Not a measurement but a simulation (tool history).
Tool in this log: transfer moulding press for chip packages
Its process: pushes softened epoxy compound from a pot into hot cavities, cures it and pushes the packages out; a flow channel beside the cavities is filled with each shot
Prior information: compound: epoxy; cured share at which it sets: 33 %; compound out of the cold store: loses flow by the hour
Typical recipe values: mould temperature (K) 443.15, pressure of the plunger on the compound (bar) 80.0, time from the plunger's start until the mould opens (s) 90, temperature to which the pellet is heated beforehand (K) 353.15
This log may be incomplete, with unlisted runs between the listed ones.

| run | hour | mould temperature (K) | pressure of the plunger on the compound (bar) | time from the plunger's start until the mould opens (s) | temperature to which the pellet is heated beforehand (K) | incoming compound's hours out of the cold store | length that the compound runs in the flow channel (mm) | greatest force on the pins that push the packages out (N) |
|---|---|---|---|---|---|---|---|---|
| 1 | 0.0 | 443.15 | 80.0 | 90 | 353.15 | 37.5 | 478 | 700 |
|  | 27.0 | cavities cleaned with cleaning compound and waxed |
| 2 | 28.2 | 443.15 | 80.0 | 90 | 353.15 | 44.4 | 455 | 753 |
|  | 33.6 | plunger's sealing rings changed |
| 3 | 60.6 | 443.15 | 80.0 | 90 | 353.15 | 8.3 | 622 | 870 |
| 4 | 78.2 | 443.15 | 80.0 | 90 | 353.15 | 40.4 | 513 | 787 |
|  | 91.6 | cavities cleaned with cleaning compound and waxed |
| 5 | 96.7 | 443.15 | 80.0 | 90 | 353.15 | 38.3 | 518 | 535 |
| 6 | 126.8 | 438.15 | 62.1 | 90 | 358.15 | 22.6 | 504 | 989 |
| 7 | 148.1 | 441.15 | 80.0 | 90 | 356.15 | 10.2 | 617 | 907 |
|  | 154.5 | cavities cleaned with cleaning compound and waxed |
| 8 | 182.6 | 441.15 | 80.0 | 90 | 356.15 | 27.8 | 535 | 780 |
|  | 209.9 | cavities cleaned with cleaning compound and waxed, once more |
| 9 | 209.9 | 441.15 | 80.0 | 90 | 356.15 | 32.7 | 524 | 569 |
| 10 | 239.1 | 441.15 | 80.0 | 90 | 356.15 | 11.6 | 589 | 825 |

Consider 4 possible next runs. They are alternatives, not a sequence: every one starts from the tool as it was left by run 10. What does each give?
| A | 265.7 | 443.15 | 91.4 | 90 | 362.15 | 11.5 | ? | ? |
| B | 265.7 | 443.15 | 95.2 | 89 | 353.15 | 23.8 | ? | ? |
| C | 265.7 | 441.15 | 67.4 | 90 | 344.15 | 41.8 | ? | ? |
| D | 265.7 | 443.15 | 89.3 | 90 | 353.15 | 14.5 | ? | ? |

| run | length that the compound runs in the flow channel (mm) | greatest force on the pins that push the packages out (N) |
|---|---|---|
| A | 622 | 760 |
| B | 585 | 769 |
| C | 449 | 814 |
| D | 611 | 779 |
Stripped of hidden state, with their random variation kept, the same runs would have yielded:
| run | length that the compound runs in the flow channel (mm) | greatest force on the pins that push the packages out (N) |
|---|---|---|
| A | 659 | 542 |
| B | 620 | 544 |
| C | 475 | 579 |
| D | 647 | 555 |

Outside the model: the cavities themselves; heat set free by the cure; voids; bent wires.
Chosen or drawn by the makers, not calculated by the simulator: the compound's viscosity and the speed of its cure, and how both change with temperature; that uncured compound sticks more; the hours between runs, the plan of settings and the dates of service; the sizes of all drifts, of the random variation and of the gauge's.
